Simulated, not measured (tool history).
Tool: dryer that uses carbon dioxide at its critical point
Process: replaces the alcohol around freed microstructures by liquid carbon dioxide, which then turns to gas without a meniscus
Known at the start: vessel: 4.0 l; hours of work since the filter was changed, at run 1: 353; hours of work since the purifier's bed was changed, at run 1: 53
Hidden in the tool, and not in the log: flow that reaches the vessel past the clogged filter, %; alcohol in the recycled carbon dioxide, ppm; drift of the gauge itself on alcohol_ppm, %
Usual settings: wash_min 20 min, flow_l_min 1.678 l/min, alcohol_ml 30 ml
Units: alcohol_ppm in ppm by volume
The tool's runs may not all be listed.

| run | day | wash_min | flow_l_min | alcohol_ml | hours of work since the filter was changed | hours of work since the purifier's bed was changed | alcohol_ppm |
|---|---|---|---|---|---|---|---|
| 1 | 0.000 | 20 | 1.678 | 30 | 353 | 53 | 29 |
| 2 | 1.404 | 20 | 1.678 | 30 | 369 | 70 | 27 |
| 3 | 3.096 | 20 | 1.678 | 105 | 389 | 89 | 38 |
|  | 3.871 | inlet filter changed |
| 4 | 4.279 | 14 | 1.678 | 105 | 5 | 102 | 140 |
| 5 | 5.500 | 20 | 1.678 | 30 | 19 | 116 | 28 |
| 6 | 6.783 | 20 | 1.678 | 27 | 34 | 131 | 33 |
| 7 | 7.908 | 20 | 1.678 | 30 | 47 | 144 | 27 |
| 8 | 9.167 | 20 | 1.678 | 30 | 61 | 159 | 39 |
| 9 | 10.604 | 20 | 1.678 | 30 | 78 | 176 | 37 |
| 10 | 11.696 | 20 | 1.678 | 30 | 90 | 188 | 35 |
| 11 | 13.158 | 20 | 1.678 | 30 | 107 | 205 | 39 |
| 12 | 14.629 | 20 | 1.100 | 30 | 124 | 222 | 96 |
| 13 | 16.204 | 20 | 1.100 | 30 | 143 | 240 | 102 |
| 14 | 18.021 | 20 | 1.470 | 30 | 164 | 261 | 60 |
| 15 | 18.954 | 20 | 1.470 | 30 | 174 | 272 | 56 |
| 16 | 20.283 | 20 | 1.678 | 30 | 190 | 287 | 61 |
| 17 | 22.071 | 20 | 1.678 | 30 | 211 | 308 | 56 |
| 18 | 23.892 | 20 | 1.678 | 30 | 232 | 329 | 68 |
| 19 | 24.671 | 14 | 1.678 | 30 | 241 | 338 | 98 |
| 20 | 26.242 | 20 | 1.678 | 30 | 259 | 356 | 71 |
| 21 | 27.679 | 20 | 1.678 | 30 | 275 | 373 | 62 |
| 22 | 28.458 | 20 | 1.620 | 30 | 284 | 382 | 77 |
| 23 | 29.817 | 20 | 1.620 | 30 | 300 | 398 | 82 |
| 24 | 30.704 | 18 | 1.660 | 72 | 310 | 408 | 95 |
| 25 | 31.692 | 26 | 1.770 | 20 | 322 | 419 | 76 |
| 26 | 32.983 | 26 | 1.770 | 20 | 337 | 434 | 72 |
| 27 | 34.067 | 26 | 1.770 | 20 | 349 | 447 | 76 |
| 28 | 35.083 | 17 | 1.110 | 22 | 361 | 459 | 185 |
| 29 | 36.296 | 20 | 1.910 | 30 | 375 | 473 | 86 |
| 30 | 37.917 | 20 | 1.910 | 116 | 394 | 491 | 93 |
|  | 38.229 | inlet filter changed |
| 31 | 38.996 | 20 | 1.910 | 116 | 9 | 503 | 90 |
| 32 | 39.871 | 17 | 1.590 | 56 | 19 | 514 | 113 |
| 33 | 41.379 | 20 | 1.420 | 55 | 36 | 531 | 114 |
| 34 | 42.988 | 16 | 2.820 | 57 | 55 | 550 | 102 |
| 35 | 44.462 | 26 | 1.678 | 34 | 72 | 567 | 96 |
| 36 | 45.700 | 25 | 1.678 | 30 | 86 | 581 | 100 |
| 37 | 47.000 | 16 | 2.280 | 76 | 101 | 596 | 109 |
| 38 | 48.658 | 16 | 2.650 | 21 | 121 | 615 | 106 |
| 39 | 49.946 | 16 | 1.110 | 70 | 136 | 630 | 440 |
| 40 | 51.171 | 16 | 1.110 | 60 | 150 | 644 | 388 |
| 41 | 52.012 | 24 | 1.110 | 60 | 159 | 654 | 151 |
| 42 | 52.938 | 30 | 1.680 | 52 | 170 | 665 | 101 |
| 43 | 54.304 | 30 | 1.680 | 52 | 186 | 681 | 123 |
| 44 | 56.075 | 13 | 1.590 | 54 | 206 | 701 | 247 |
| 45 | 57.458 | 26 | 1.210 | 30 | 222 | 717 | 122 |
| 46 | 58.475 | 26 | 1.210 | 30 | 234 | 729 | 125 |

5 ways to go on from here, each from the tool as it stands after run 46. What would each give?
| A | 59.217 | 13 | 1.210 | 113 | 243 | 737 | ? |
| B | 59.217 | 25 | 1.400 | 71 | 243 | 737 | ? |
| C | 59.217 | 21 | 1.678 | 30 | 243 | 737 | ? |
| D | 59.217 | 21 | 1.210 | 56 | 243 | 737 | ? |
| E | 59.217 | 26 | 1.930 | 104 | 243 | 737 | ? |

| run | alcohol_ppm |
|---|---|
| A | 1063 |
| B | 132 |
| C | 118 |
| D | 181 |
| E | 122 |
Without the tool's hidden state the same runs would have given:
| run | alcohol_ppm |
|---|---|
| A | 750 |
| B | 7 |
| C | 0 |
| D | 45 |
| E | 0 |

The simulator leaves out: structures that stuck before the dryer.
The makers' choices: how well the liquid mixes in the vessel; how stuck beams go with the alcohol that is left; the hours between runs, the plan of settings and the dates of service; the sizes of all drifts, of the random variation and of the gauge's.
